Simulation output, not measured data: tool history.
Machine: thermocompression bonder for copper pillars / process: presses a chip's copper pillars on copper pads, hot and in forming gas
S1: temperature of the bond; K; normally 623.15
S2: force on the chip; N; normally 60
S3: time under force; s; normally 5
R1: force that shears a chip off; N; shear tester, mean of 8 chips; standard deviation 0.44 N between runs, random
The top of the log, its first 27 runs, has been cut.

run 28 day=13.462 | S1=623.15 S2=84 S3=13 | R1=57.6
run 29 day=14.021 | S1=649.15 S2=84 S3=13 | R1=66.8
run 30 day=14.583 | S1=649.15 S2=84 S3=13 | R1=67.9
run 31 day=15.054 | S1=636.15 S2=74 S3=3 | R1=37.5
run 32 day=15.467 | S1=619.15 S2=87 S3=3 | R1=34.4
run 33 day=15.838 | S1=632.15 S2=41 S3=12 | R1=41.8
run 34 day=16.196 | S1=600.15 S2=48 S3=5 | R1=23.1
run 35 day=16.683 | S1=596.15 S2=65 S3=5 | R1=26.8
run 36 day=17.304 | S1=608.15 S2=60 S3=7 | R1=33.7
run 37 day=17.775 | S1=608.15 S2=60 S3=7 | R1=33.9
run 38 day=18.408 | S1=608.15 S2=48 S3=12 | R1=36
run 39 day=18.817 | S1=612.15 S2=74 S3=12 | R1=48.1
run 40 day=19.504 | S1=608.15 S2=47 S3=5 | R1=25
run 41 day=20.188 | S1=608.15 S2=47 S3=5 | R1=24.7

Each row is a separate what-if for the run after 41, all from the same tool condition, not one after another. Results?
run A day=20.833 | S1=619.15 S2=44 S3=5 | R1=?
run B day=20.833 | S1=623.15 S2=39 S3=13 | R1=?
run C day=20.833 | S1=623.15 S2=51 S3=11 | R1=?

run=A R1=27
run=B R1=38.4
run=C R1=42.1
Take away the tool's hidden state, keep each run's random variation, and the runs would have read:
run=A R1=27.2
run=B R1=38.7
run=C R1=42.4
